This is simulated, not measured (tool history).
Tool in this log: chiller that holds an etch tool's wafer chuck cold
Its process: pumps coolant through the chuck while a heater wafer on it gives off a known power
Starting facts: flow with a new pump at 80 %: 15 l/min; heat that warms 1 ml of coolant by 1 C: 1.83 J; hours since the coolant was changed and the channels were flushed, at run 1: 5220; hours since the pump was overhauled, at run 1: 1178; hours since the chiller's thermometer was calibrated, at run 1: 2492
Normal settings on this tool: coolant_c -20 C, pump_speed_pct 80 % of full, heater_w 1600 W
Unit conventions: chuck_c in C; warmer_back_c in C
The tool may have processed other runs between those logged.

run    hour  coolant_c  pump_speed_pct  heater_w  hours since the coolant was changed and the channels were flushed  hours since the pump was overhauled  hours since the chiller's thermometer was calibrated  chuck_c  warmer_back_c
  1     0.0        -20              80      1600                                                               5220                                 1178                                                  2492    -10.2           3.48
  2    68.4        -20              80      1600                                                               5289                                 1247                                                  2561    -10.0           3.49
  3   121.3        -20              80      1600                                                               5342                                 1300                                                  2614    -10.3           3.46
  4   157.8        -20              92      1600                                                               5378                                 1336                                                  2650    -11.1           3.00
  5   235.7        -20              92      1600                                                               5456                                 1414                                                  2728    -11.4           3.05
  6   271.2        -20              92      1600                                                               5492                                 1450                                                  2764    -11.3           2.97
  7   314.4        -20              80      1600                                                               5535                                 1493                                                  2807    -10.3           3.52
  8   385.2        -28              80      1600                                                               5606                                 1564                                                  2878    -18.3           3.52
  9   440.2        -28              80      1600                                                               5661                                 1619                                                  2933    -18.3           3.50
 10   506.3        -28              72      1600                                                               5727                                 1685                                                  2999    -17.3           3.94
      578.4  -- coolant changed, channels flushed
 11   579.6        -28              72      1600                                                                  1                                 1752                                                  3066    -17.4           3.93
 12   646.0        -28              72      1600                                                                 68                                 1818                                                  3132    -17.3           3.95
 13   721.5        -20              66      1600                                                                143                                 1894                                                  3208     -8.5           4.21
 14   786.3        -20              66      1600                                                                208                                 1959                                                  3273     -8.5           4.28
 15   864.0        -14              80      1600                                                                286                                 2036                                                  3350     -4.3           3.47
 16   947.0        -20              80      1600                                                                369                                 2119                                                  3433    -10.2           3.49
 17   988.6        -20              80      1217                                                                410                                 2161                                                  3475    -12.5           2.63
 18  1042.6        -20              63       979                                                                464                                 2215                                                  3529    -12.7           2.74
 19  1126.3        -20              62      1634                                                                548                                 2299                                                  3613     -7.7           4.65
 20  1196.2        -23              84      1634                                                                618                                 2369                                                  3683    -13.5           3.36
 21  1248.3        -23              84      1634                                                                670                                 2421                                                  3735    -13.3           3.39
 22  1332.4        -25              78      1139                                                                754                                 2505                                                  3819    -17.8           2.61
 23  1376.6        -27              80       898                                                                798                                 2549                                                  3863    -21.4           1.94
 24  1443.1        -14              80      1536                                                                865                                 2615                                                  3930     -4.4           3.44
 25  1489.1        -26              70      1373                                                                911                                 2661                                                  3976    -16.6           3.45
 26  1522.8        -26              70      1373                                                                944                                 2695                                                  4009    -16.5           3.46
 27  1579.6        -24              93      1934                                                               1001                                 2752                                                  4066    -13.3           3.68
 28  1630.4        -24              94      2012                                                               1052                                 2803                                                  4117    -13.3           3.73
 29  1664.3        -23              80      1083                                                               1086                                 2837                                                  4151    -16.2           2.34
     1670.2  -- chiller's thermometer calibrated
 30  1745.2        -23              70       802                                                               1166                                 2917                                                    75    -17.6           2.04
 31  1798.6        -20              80      1369                                                               1219                                 2970                                                   128    -11.5           2.97
 32  1844.3        -20              60      1203                                                               1265                                 3016                                                   174    -10.8           3.56
 33  1897.6        -20              60      1203                                                               1318                                 3069                                                   227    -10.7           3.52

Below are 3 alternative next runs, each starting from the tool's condition after run 33. Predict each:
  A  1956.5        -15              94      1600                                                               1377                                 3128                                                   286        ?              ?
  B  1956.5        -20              60      1335                                                               1377                                 3128                                                   286        ?              ?
  C  1956.5        -20              80      1287                                                               1377                                 3128                                                   286        ?              ?

run  chuck_c  warmer_back_c
  A     -6.4           2.96
  B     -9.6           3.86
  C    -12.1           2.81
The same runs, with their run-to-run variation unchanged, on a tool lacking any hidden condition would have given:
run  chuck_c  warmer_back_c
  A     -6.5           2.96
  B     -9.6           3.86
  C    -12.1           2.80
